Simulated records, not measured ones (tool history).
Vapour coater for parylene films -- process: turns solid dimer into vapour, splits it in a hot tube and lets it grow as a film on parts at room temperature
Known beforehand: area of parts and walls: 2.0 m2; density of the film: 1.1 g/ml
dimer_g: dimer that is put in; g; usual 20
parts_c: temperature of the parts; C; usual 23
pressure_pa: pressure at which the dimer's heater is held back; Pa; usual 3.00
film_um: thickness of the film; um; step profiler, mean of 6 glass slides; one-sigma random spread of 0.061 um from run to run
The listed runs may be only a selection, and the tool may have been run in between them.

{"run": 1, "day": 0.0, "dimer_g": 20, "parts_c": 23, "pressure_pa": 3.0, "film_um": 6.77}
{"run": 2, "day": 1.208, "dimer_g": 20, "parts_c": 23, "pressure_pa": 3.0, "film_um": 6.75}
{"run": 3, "day": 2.054, "dimer_g": 20, "parts_c": 23, "pressure_pa": 3.0, "film_um": 6.8}
{"run": 4, "day": 3.379, "dimer_g": 20, "parts_c": 23, "pressure_pa": 3.0, "film_um": 6.59}
{"run": 5, "day": 4.708, "dimer_g": 20, "parts_c": 23, "pressure_pa": 3.0, "film_um": 6.6}
{"run": 6, "day": 6.346, "dimer_g": 20, "parts_c": 23, "pressure_pa": 3.0, "film_um": 6.66}
{"run": 7, "day": 7.912, "dimer_g": 20, "parts_c": 23, "pressure_pa": 3.0, "film_um": 6.66}
{"run": 8, "day": 8.992, "dimer_g": 20, "parts_c": 23, "pressure_pa": 3.0, "film_um": 6.49}
{"day": 9.738, "done": "trap's valve overhauled"}
{"run": 9, "day": 10.342, "dimer_g": 20, "parts_c": 23, "pressure_pa": 3.0, "film_um": 7.17}
{"run": 10, "day": 11.783, "dimer_g": 20, "parts_c": 23, "pressure_pa": 3.0, "film_um": 7.08}
{"run": 11, "day": 13.075, "dimer_g": 20, "parts_c": 23, "pressure_pa": 11.31, "film_um": 6.43}
{"run": 12, "day": 14.258, "dimer_g": 24, "parts_c": 27, "pressure_pa": 2.16, "film_um": 8.16}
{"run": 13, "day": 15.596, "dimer_g": 20, "parts_c": 19, "pressure_pa": 3.12, "film_um": 7.57}
{"run": 14, "day": 16.317, "dimer_g": 32, "parts_c": 25, "pressure_pa": 3.12, "film_um": 10.84}
{"run": 15, "day": 17.725, "dimer_g": 32, "parts_c": 25, "pressure_pa": 3.12, "film_um": 10.73}
{"run": 16, "day": 19.017, "dimer_g": 32, "parts_c": 17, "pressure_pa": 3.75, "film_um": 12.32}
{"run": 17, "day": 20.467, "dimer_g": 9, "parts_c": 32, "pressure_pa": 8.57, "film_um": 2.42}
{"run": 18, "day": 22.058, "dimer_g": 9, "parts_c": 16, "pressure_pa": 2.51, "film_um": 3.48}
{"run": 19, "day": 22.808, "dimer_g": 9, "parts_c": 16, "pressure_pa": 2.51, "film_um": 3.54}
{"run": 20, "day": 23.512, "dimer_g": 9, "parts_c": 19, "pressure_pa": 2.51, "film_um": 3.28}
{"run": 21, "day": 25.025, "dimer_g": 16, "parts_c": 17, "pressure_pa": 2.74, "film_um": 6.06}

Measured less the same run without the tool's hidden state. The same run-to-run variation is in both; the gauge's scatter may not be:
The tool's hidden condition here consists of: vapour lost through the trap's worn valve, %; true temperature of the parts over the reading, C; drift of the gauge itself on film_um, %.
run=1 film_um=-0.37
run=2 film_um=-0.40
run=3 film_um=-0.42
run=4 film_um=-0.45
run=5 film_um=-0.48
run=6 film_um=-0.53
run=7 film_um=-0.57
run=8 film_um=-0.58
run=9 film_um=+0.03
run=10 film_um=-0.01
run=11 film_um=-0.04
run=12 film_um=-0.08
run=13 film_um=-0.12
run=14 film_um=-0.19
run=15 film_um=-0.24
run=16 film_um=-0.33
run=17 film_um=-0.08
run=18 film_um=-0.13
run=19 film_um=-0.14
run=20 film_um=-0.14
run=21 film_um=-0.28
